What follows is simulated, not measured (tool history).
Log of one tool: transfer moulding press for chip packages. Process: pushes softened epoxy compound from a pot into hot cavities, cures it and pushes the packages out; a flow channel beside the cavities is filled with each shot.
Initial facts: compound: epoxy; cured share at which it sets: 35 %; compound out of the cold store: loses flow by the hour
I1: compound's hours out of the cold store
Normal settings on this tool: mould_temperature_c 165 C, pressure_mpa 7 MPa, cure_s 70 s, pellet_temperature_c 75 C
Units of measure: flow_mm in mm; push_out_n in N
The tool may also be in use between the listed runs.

Run 1, hour 0: usual settings; I1 13.8. Result: flow_mm 870 mm, push_out_n 829 N.
Run 2, hour 7.3: usual settings; I1 13.2. Result: flow_mm 868 mm, push_out_n 876 N.
Run 3, hour 15.8: usual settings; I1 25.9. Result: flow_mm 842 mm, push_out_n 881 N.
Run 4, hour 25.1: usual settings; I1 36.8. Result: flow_mm 822 mm, push_out_n 867 N.
At hour 29: cavities cleaned with cleaning compound and waxed.
Run 5, hour 32.3: usual settings; I1 17.3. Result: flow_mm 854 mm, push_out_n 635 N.
Run 6, hour 42.3: usual settings; I1 41.9. Result: flow_mm 817 mm, push_out_n 665 N.
Run 7, hour 55.6: usual settings; I1 35.6. Result: flow_mm 813 mm, push_out_n 743 N.
Run 8, hour 64.8: usual settings but mould_temperature_c 171 C; I1 32. Result: flow_mm 802 mm, push_out_n 527 N.
Run 9, hour 77.8: usual settings but mould_temperature_c 171 C; I1 21.1. Result: flow_mm 823 mm, push_out_n 563 N.
Run 10, hour 88.8: usual settings but mould_temperature_c 171 C; I1 23.2. Result: flow_mm 819 mm, push_out_n 565 N.
Run 11, hour 96.4: usual settings but mould_temperature_c 171 C; I1 45.4. Result: flow_mm 778 mm, push_out_n 566 N.
At hour 108.2: cavities cleaned with cleaning compound and waxed.
Run 12, hour 109.8: usual settings but mould_temperature_c 171 C; I1 43.6. Result: flow_mm 786 mm, push_out_n 391 N.
Run 13, hour 122.6: usual settings but mould_temperature_c 171 C; I1 26.6. Result: flow_mm 814 mm, push_out_n 461 N.
Run 14, hour 136: usual settings but mould_temperature_c 170 C; I1 14.8. Result: flow_mm 833 mm, push_out_n 544 N.
Run 15, hour 143.7: usual settings but mould_temperature_c 170 C, pressure_mpa 5.39 MPa, cure_s 73 s; I1 13.4. Result: flow_mm 736 mm, push_out_n 510 N.
Run 16, hour 157.4: usual settings but pressure_mpa 7.25 MPa, cure_s 103 s; I1 40.1. Result: flow_mm 813 mm, push_out_n 449 N.
Run 17, hour 168: usual settings but mould_temperature_c 172 C, pressure_mpa 7.25 MPa, cure_s 103 s; I1 44.8. Result: flow_mm 783 mm, push_out_n 449 N.
Run 18, hour 175.5: usual settings but mould_temperature_c 172 C, pressure_mpa 7.25 MPa, cure_s 83 s, pellet_temperature_c 77 C; I1 35.8. Result: flow_mm 801 mm, push_out_n 467 N.
Run 19, hour 185.1: usual settings but mould_temperature_c 172 C, pressure_mpa 7.25 MPa, cure_s 83 s, pellet_temperature_c 77 C; I1 30.9. Result: flow_mm 810 mm, push_out_n 486 N.
At hour 187.4: cavities cleaned with cleaning compound and waxed.
Run 20, hour 193.3: usual settings but mould_temperature_c 158 C, pellet_temperature_c 85 C; I1 24.9. Result: flow_mm 839 mm, push_out_n 1003 N.
Run 21, hour 205.7: usual settings but mould_temperature_c 158 C, pellet_temperature_c 85 C; I1 21.6. Result: flow_mm 837 mm, push_out_n 1167 N.
Run 22, hour 214.5: usual settings but mould_temperature_c 158 C, pellet_temperature_c 85 C; I1 9.8. Result: flow_mm 860 mm, push_out_n 1238 N.
Run 23, hour 222.2: usual settings but mould_temperature_c 158 C, pressure_mpa 7.43 MPa, pellet_temperature_c 83 C; I1 25.8. Result: flow_mm 855 mm, push_out_n 1315 N.
Run 24, hour 232.6: usual settings but cure_s 61 s, pellet_temperature_c 80 C; I1 40.3. Result: flow_mm 791 mm, push_out_n 1147 N.
Run 25, hour 239.7: usual settings but cure_s 62 s, pellet_temperature_c 81 C; I1 20.2. Result: flow_mm 811 mm, push_out_n 1150 N.
Run 26, hour 252: usual settings but cure_s 62 s, pellet_temperature_c 81 C; I1 40.2. Result: flow_mm 792 mm, push_out_n 1171 N.
Run 27, hour 260: usual settings but pressure_mpa 5.78 MPa; I1 45.7. Result: flow_mm 697 mm, push_out_n 857 N.
At hour 267.2: cavities cleaned with cleaning compound and waxed.
Run 28, hour 273.1: usual settings but pressure_mpa 5.78 MPa, cure_s 106 s; I1 37.5. Result: flow_mm 714 mm, push_out_n 349 N.

For some of the steps in flow_mm from one run to the next: how much would appear even if the tool had no hidden state, given the settings, what came in and random variation, and how much remains for the hidden state plus any gauge scatter that the measured result and the result without hidden state don't share?
What the log doesn't record here: true mould temperature over the reading, C; pressure that reaches the compound, % of what is set; grip of the stained cavities, % over clean ones'; drift of the gauge itself on flow_mm, %; drift of the gauge itself on push_out_n, %.
Run 12 -> 13: no setting touched and nothing written in the log between the runs. flow_mm +28 mm: hidden state -3, all else +31.
Run 14 -> 15: pressure_mpa 7 -> 5.39, cure_s 70 -> 73. flow_mm -97 mm: hidden state +1, all else -98.
Run 15 -> 16: mould_temperature_c 170 -> 165, pressure_mpa 5.39 -> 7.25, cure_s 73 -> 103. flow_mm +77 mm: hidden state -4, all else +81.
Run 26 -> 27: pressure_mpa 7 -> 5.78, cure_s 62 -> 70, pellet_temperature_c 81 -> 75. flow_mm -95 mm: hidden state +3, all else -98.
